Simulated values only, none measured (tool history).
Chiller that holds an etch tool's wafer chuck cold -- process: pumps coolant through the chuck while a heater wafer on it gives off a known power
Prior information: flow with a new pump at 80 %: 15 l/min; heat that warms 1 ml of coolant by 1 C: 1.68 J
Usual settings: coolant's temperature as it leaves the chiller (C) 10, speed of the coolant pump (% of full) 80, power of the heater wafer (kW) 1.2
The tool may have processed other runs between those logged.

| run | hour | coolant's temperature as it leaves the chiller (C) | speed of the coolant pump (% of full) | power of the heater wafer (kW) | chuck's temperature once it has settled (C) | how much warmer the coolant comes back (C) |
|---|---|---|---|---|---|---|
| 1 | 0 | 10 | 80 | 1.2 | 19.4 | 2.76 |
| 2 | 141.8 | 10 | 80 | 1.2 | 19.8 | 2.85 |
| 3 | 262.6 | 10 | 80 | 1.2 | 19.8 | 2.82 |
| 4 | 398.2 | 10 | 80 | 1.2 | 19.7 | 2.86 |
| 5 | 548.9 | 10 | 80 | 1.2 | 19.7 | 2.78 |
| 6 | 637 | 10 | 80 | 1.2 | 19.6 | 2.83 |
| 7 | 768.5 | 10 | 80 | 1.2 | 19.6 | 2.82 |
| 8 | 912.9 | 10 | 80 | 1.2 | 19.6 | 2.77 |
| 9 | 1055.4 | 6 | 80 | 1.2 | 15.6 | 2.77 |
| 10 | 1130.7 | 10 | 80 | 1.302 | 20.4 | 3.06 |
| 11 | 1291.5 | 10 | 81 | 0.696 | 15.8 | 1.53 |
| 12 | 1372.1 | 8 | 70 | 0.696 | 14.2 | 1.81 |
|  | 1392.8 | coolant changed, channels flushed |
| 13 | 1532.9 | 14 | 61 | 0.967 | 23.6 | 2.94 |
|  | 1599.6 | coolant pump overhauled |
| 14 | 1646.9 | 10 | 76 | 1.2 | 20.1 | 2.89 |
| 15 | 1758.6 | 6 | 67 | 1.2 | 16.9 | 3.33 |
|  | 1808.8 | gauge calibrated |
| 16 | 1843.4 | 6 | 96 | 1.592 | 17.4 | 3.05 |
| 17 | 2000.9 | 6 | 96 | 1.592 | 17.3 | 3.04 |
| 18 | 2139.5 | 10 | 80 | 0.812 | 16.4 | 1.92 |
| 19 | 2283.5 | 10 | 80 | 0.812 | 16.5 | 1.87 |
| 20 | 2378.3 | 14 | 86 | 0.812 | 20 | 1.67 |

Predict each of these 5 candidate next runs independently; none follows another, all start after run 20:
| A | 2470.6 | 1 | 97 | 1.018 | ? | ? |
| B | 2470.6 | 1 | 62 | 1.2 | ? | ? |
| C | 2470.6 | 18 | 80 | 1.2 | ? | ? |
| D | 2470.6 | 15 | 86 | 1.024 | ? | ? |
| E | 2470.6 | 12 | 90 | 1.15 | ? | ? |

| run | chuck's temperature once it has settled (C) | how much warmer the coolant comes back (C) |
|---|---|---|
| A | 8.2 | 1.92 |
| B | 12.7 | 3.79 |
| C | 27.6 | 2.74 |
| D | 22.8 | 2.18 |
| E | 20.6 | 2.39 |
What these runs would have given with no unlogged condition in the tool:
| run | chuck's temperature once it has settled (C) | how much warmer the coolant comes back (C) |
|---|---|---|
| A | 8.1 | 1.98 |
| B | 12.7 | 3.85 |
| C | 27.6 | 2.8 |
| D | 22.7 | 2.25 |
| E | 20.6 | 2.45 |
